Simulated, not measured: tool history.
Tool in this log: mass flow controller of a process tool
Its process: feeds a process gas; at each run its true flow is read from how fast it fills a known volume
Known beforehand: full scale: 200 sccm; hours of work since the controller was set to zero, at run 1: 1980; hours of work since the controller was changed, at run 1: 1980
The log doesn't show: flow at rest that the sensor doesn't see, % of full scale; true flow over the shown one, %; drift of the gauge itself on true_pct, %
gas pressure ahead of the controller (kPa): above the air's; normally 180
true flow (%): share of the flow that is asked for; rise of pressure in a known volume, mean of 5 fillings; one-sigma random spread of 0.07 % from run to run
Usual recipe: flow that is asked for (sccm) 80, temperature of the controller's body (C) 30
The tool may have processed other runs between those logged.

| run | hour | flow that is asked for (sccm) | gas pressure ahead of the controller (kPa) | temperature of the controller's body (C) | hours of work since the controller was set to zero | hours of work since the controller was changed | true flow (%) |
|---|---|---|---|---|---|---|---|
| 1 | 0 | 80 | 180 | 30 | 1980 | 1980 | 97.95 |
| 2 | 114.8 | 80 | 180 | 30 | 2025 | 2025 | 98.05 |
| 3 | 191.7 | 80 | 180 | 30 | 2055 | 2055 | 97.99 |
| 4 | 260.7 | 70 | 180 | 30 | 2082 | 2082 | 97.97 |
| 5 | 344.5 | 70 | 180 | 30 | 2114 | 2114 | 98.02 |
| 6 | 416.4 | 70 | 180 | 30 | 2142 | 2142 | 97.92 |
| 7 | 541 | 70 | 180 | 30 | 2191 | 2191 | 97.88 |
| 8 | 653.4 | 70 | 180 | 30 | 2235 | 2235 | 98.13 |
| 9 | 747.7 | 80 | 180 | 30 | 2271 | 2271 | 97.96 |
| 10 | 816.8 | 80 | 180 | 30 | 2298 | 2298 | 97.84 |
| 11 | 876.6 | 80 | 180 | 30 | 2321 | 2321 | 97.94 |
| 12 | 962.7 | 80 | 180 | 30 | 2355 | 2355 | 97.92 |
| 13 | 1077.6 | 80 | 180 | 30 | 2400 | 2400 | 97.92 |
| 14 | 1173.1 | 80 | 180 | 30 | 2437 | 2437 | 97.98 |
| 15 | 1242.9 | 80 | 180 | 30 | 2464 | 2464 | 97.99 |
| 16 | 1373.4 | 80 | 180 | 30 | 2515 | 2515 | 97.98 |
| 17 | 1437.7 | 80 | 180 | 30 | 2540 | 2540 | 97.94 |
| 18 | 1491.2 | 80 | 180 | 30 | 2561 | 2561 | 97.93 |
| 19 | 1590.7 | 80 | 180 | 30 | 2599 | 2599 | 97.97 |
| 20 | 1723 | 80 | 180 | 22 | 2651 | 2651 | 98.33 |
| 21 | 1853.3 | 80 | 180 | 30 | 2701 | 2701 | 97.82 |
| 22 | 1965 | 68 | 180 | 30 | 2745 | 2745 | 97.82 |
| 23 | 2064.3 | 80 | 180 | 30 | 2784 | 2784 | 97.89 |
| 24 | 2161.3 | 80 | 239 | 30 | 2821 | 2821 | 97.38 |
| 25 | 2265.6 | 172 | 169 | 28 | 2862 | 2862 | 99 |
| 26 | 2338.1 | 80 | 217 | 24 | 2890 | 2890 | 98.17 |
| 27 | 2437.8 | 80 | 180 | 36 | 2929 | 2929 | 97.29 |
| 28 | 2509.6 | 21 | 180 | 28 | 2957 | 2957 | 98.61 |
| 29 | 2619.6 | 60 | 180 | 30 | 3000 | 3000 | 97.75 |
| 30 | 2703.7 | 60 | 180 | 30 | 3032 | 3032 | 97.71 |
| 31 | 2805.5 | 70 | 180 | 30 | 3072 | 3072 | 97.82 |
| 32 | 2893.8 | 84 | 180 | 32 | 3106 | 3106 | 97.68 |
| 33 | 3016.6 | 182 | 150 | 35 | 3154 | 3154 | 98.54 |
| 34 | 3100.9 | 182 | 150 | 35 | 3187 | 3187 | 98.84 |
| 35 | 3176.7 | 80 | 238 | 30 | 3216 | 3216 | 97.37 |
| 36 | 3256.1 | 80 | 238 | 30 | 3247 | 3247 | 97.32 |
| 37 | 3374.3 | 37 | 178 | 35 | 3293 | 3293 | 97.56 |
| 38 | 3497.6 | 80 | 179 | 30 | 3341 | 3341 | 97.75 |
| 39 | 3594.6 | 80 | 179 | 30 | 3379 | 3379 | 97.77 |
| 40 | 3699.8 | 80 | 156 | 24 | 3420 | 3420 | 98.46 |
| 41 | 3765.3 | 80 | 156 | 24 | 3446 | 3446 | 98.38 |
| 42 | 3863 | 146 | 208 | 40 | 3484 | 3484 | 97.34 |
| 43 | 3990.5 | 40 | 272 | 30 | 3533 | 3533 | 97.07 |
| 44 | 4044.7 | 40 | 272 | 30 | 3554 | 3554 | 97.12 |
| 45 | 4124.2 | 40 | 272 | 30 | 3585 | 3585 | 97.13 |
| 46 | 4212.1 | 160 | 174 | 37 | 3619 | 3619 | 98 |
| 47 | 4327.1 | 160 | 186 | 36 | 3664 | 3664 | 98.03 |
| 48 | 4445.2 | 160 | 163 | 22 | 3710 | 3710 | 99.14 |

Some steps in true flow (%), run to run, broken into two amounts with sign: the step expected even without the hidden condition (settings, incoming material, random variation), and the rest, left for the hidden condition together with whatever gauge scatter is not in both the measured and the hidden-condition-free result:
Run 24 -> 25: flow that is asked for (sccm) 80 -> 172, gas pressure ahead of the controller (kPa) 239 -> 169, temperature of the controller's body (C) 30 -> 28. true flow (%) +1.62: hidden state -0.24, all else +1.86.
Run 27 -> 28: flow that is asked for (sccm) 80 -> 21, temperature of the controller's body (C) 36 -> 28. true flow (%) +1.32: hidden state +1.27, all else +0.05.
Run 28 -> 29: flow that is asked for (sccm) 21 -> 60, temperature of the controller's body (C) 28 -> 30. true flow (%) -0.86: hidden state -1.13, all else +0.27.
Run 34 -> 35: flow that is asked for (sccm) 182 -> 80, gas pressure ahead of the controller (kPa) 150 -> 238, temperature of the controller's body (C) 35 -> 30. true flow (%) -1.47: hidden state +0.27, all else -1.74.
Run 45 -> 46: flow that is asked for (sccm) 40 -> 160, gas pressure ahead of the controller (kPa) 272 -> 174, temperature of the controller's body (C) 30 -> 37. true flow (%) +0.87: hidden state -0.81, all else +1.68.
